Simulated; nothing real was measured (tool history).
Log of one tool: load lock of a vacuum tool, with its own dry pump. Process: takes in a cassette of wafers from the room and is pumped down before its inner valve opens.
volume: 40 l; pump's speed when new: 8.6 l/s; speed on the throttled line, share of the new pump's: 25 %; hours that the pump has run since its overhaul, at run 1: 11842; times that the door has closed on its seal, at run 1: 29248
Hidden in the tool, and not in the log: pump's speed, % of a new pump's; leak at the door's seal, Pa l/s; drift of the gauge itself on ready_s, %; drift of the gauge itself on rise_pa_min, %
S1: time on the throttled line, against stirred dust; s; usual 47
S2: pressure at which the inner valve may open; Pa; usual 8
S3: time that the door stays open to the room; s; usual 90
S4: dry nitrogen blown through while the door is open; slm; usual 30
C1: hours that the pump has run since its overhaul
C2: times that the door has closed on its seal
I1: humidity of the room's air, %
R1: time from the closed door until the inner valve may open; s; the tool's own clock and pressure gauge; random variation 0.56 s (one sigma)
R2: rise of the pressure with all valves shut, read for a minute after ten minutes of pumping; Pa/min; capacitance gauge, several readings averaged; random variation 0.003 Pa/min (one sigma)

| run | hour | S1 | S2 | S3 | S4 | C1 | C2 | I1 | R1 | R2 |
|---|---|---|---|---|---|---|---|---|---|---|
| 1 | 0 | 47 | 8 | 90 | 30 | 11842 | 29248 | 45.7 | 84.2 | 0.109 |
| 2 | 458.1 | 47 | 8 | 90 | 30 | 12300 | 30584 | 46.4 | 84.1 | 0.121 |
| 3 | 1107.9 | 47 | 8 | 90 | 30 | 12950 | 32478 | 48.5 | 84 | 0.128 |
| 4 | 1745.6 | 47 | 8 | 90 | 30 | 13588 | 34338 | 48.7 | 84.1 | 0.139 |
| 5 | 2232.1 | 47 | 8 | 90 | 30 | 14074 | 35756 | 44.8 | 83.9 | 0.136 |
| 6 | 2738.3 | 47 | 8 | 90 | 30 | 14581 | 37232 | 44.3 | 84.7 | 0.139 |
| 7 | 3157 | 34 | 8 | 90 | 30 | 14999 | 38453 | 41.1 | 74.6 | 0.147 |
| 8 | 3516.2 | 47 | 8 | 90 | 30 | 15359 | 39500 | 44.9 | 84.7 | 0.152 |
| 9 | 3924.7 | 65 | 8 | 90 | 30 | 15767 | 40692 | 39.2 | 98.2 | 0.16 |
| 10 | 4254.1 | 25 | 8 | 90 | 30 | 16096 | 41652 | 44.4 | 68.8 | 0.157 |
| 11 | 4725.5 | 25 | 8 | 90 | 30 | 16568 | 43027 | 48.1 | 70.2 | 0.173 |
| 12 | 5122.7 | 25 | 8 | 90 | 30 | 16965 | 44185 | 46.7 | 69.9 | 0.167 |
| 13 | 5729.7 | 25 | 8 | 90 | 30 | 17572 | 45955 | 45.4 | 69.7 | 0.171 |
| 14 | 6170.2 | 25 | 8 | 90 | 30 | 18012 | 47239 | 43.6 | 70.4 | 0.193 |
| 15 | 6621.6 | 25 | 8 | 90 | 30 | 18464 | 48555 | 45.1 | 71 | 0.199 |
| 16 | 7190.2 | 27 | 8 | 90 | 30 | 19033 | 50213 | 44.2 | 73.2 | 0.202 |
| 17 | 7638.8 | 27 | 8 | 90 | 30 | 19481 | 51521 | 42.6 | 72.3 | 0.208 |
| 18 | 8012.8 | 27 | 8 | 90 | 30 | 19855 | 52612 | 42.4 | 72 | 0.209 |
| 19 | 8385.6 | 27 | 8 | 90 | 30 | 20228 | 53699 | 47.7 | 72.3 | 0.221 |
| 20 | 8831.9 | 27 | 8 | 90 | 30 | 20674 | 55000 | 46.6 | 72.4 | 0.234 |
|  | 9131 | dry pump taken out, an overhauled one fitted |
| 21 | 9183.8 | 25 | 9 | 126 | 6 | 53 | 56009 | 48.4 | 62.2 | 0.296 |
| 22 | 9608.4 | 79 | 8 | 90 | 16 | 477 | 57247 | 45.1 | 103.4 | 0.261 |
| 23 | 10077.8 | 47 | 15 | 90 | 30 | 947 | 58615 | 42.2 | 77.3 | 0.247 |
| 24 | 10724.7 | 47 | 8 | 90 | 11 | 1594 | 60502 | 44.1 | 80.8 | 0.284 |
| 25 | 10991.5 | 36 | 9 | 95 | 30 | 1861 | 61280 | 44.5 | 71.4 | 0.265 |
|  | 11616.4 | door's seal changed, seat wiped |
| 26 | 11640.5 | 36 | 9 | 95 | 30 | 2508 | 71 | 45.5 | 71.1 | 0.034 |
| 27 | 11925.9 | 47 | 9 | 53 | 9 | 2793 | 903 | 40.5 | 80.9 | 0.049 |
| 28 | 12335.1 | 47 | 13 | 90 | 6 | 3203 | 2096 | 44.2 | 78 | 0.077 |
| 29 | 12840.3 | 91 | 13 | 120 | 9 | 3708 | 3569 | 44.9 | 111.3 | 0.089 |
| 30 | 13328.7 | 60 | 7 | 120 | 9 | 4196 | 4993 | 44.8 | 91.9 | 0.097 |
| 31 | 13622.1 | 60 | 8 | 175 | 9 | 4490 | 5848 | 47.4 | 91.3 | 0.112 |
| 32 | 14232.9 | 60 | 9 | 112 | 6 | 5100 | 7630 | 47.9 | 90.8 | 0.105 |
| 33 | 14691.4 | 44 | 8 | 130 | 39 | 5559 | 8967 | 41.6 | 79.5 | 0.05 |
| 34 | 15031.3 | 47 | 9 | 170 | 13 | 5899 | 9958 | 45.6 | 80.6 | 0.104 |
| 35 | 15608.1 | 47 | 9 | 170 | 13 | 6476 | 11639 | 42.9 | 80.9 | 0.094 |
| 36 | 16197.2 | 47 | 9 | 170 | 13 | 7065 | 13357 | 44.3 | 80.6 | 0.106 |
| 37 | 16476.7 | 47 | 7 | 75 | 30 | 7344 | 14172 | 48.5 | 82.9 | 0.06 |

Hidden state or all else? Some run-to-run changes of R1, split into what the settings, what came in and random variation would give without the hidden state, and what is left for the hidden state (with any gauge scatter that isn't in both results):
Run 8 -> 9: S1 47 -> 65. R1 +13.5 s: hidden state -0.7, all else +14.2.
Run 9 -> 10: S1 65 -> 25. R1 -29.4 s: hidden state +1.7, all else -31.1.
Run 20 -> 21: S1 27 -> 25, S2 8 -> 9, S3 90 -> 126, S4 30 -> 6, dry pump taken out, an overhauled one fitted. R1 -10.2 s: hidden state -7.9, all else -2.3.
Run 21 -> 22: S1 25 -> 79, S2 9 -> 8, S3 126 -> 90, S4 6 -> 16. R1 +41.2 s: hidden state +0.1, all else +41.1.
Run 28 -> 29: S1 47 -> 91, S3 90 -> 120, S4 6 -> 9. R1 +33.3 s: hidden state -0.1, all else +33.4.
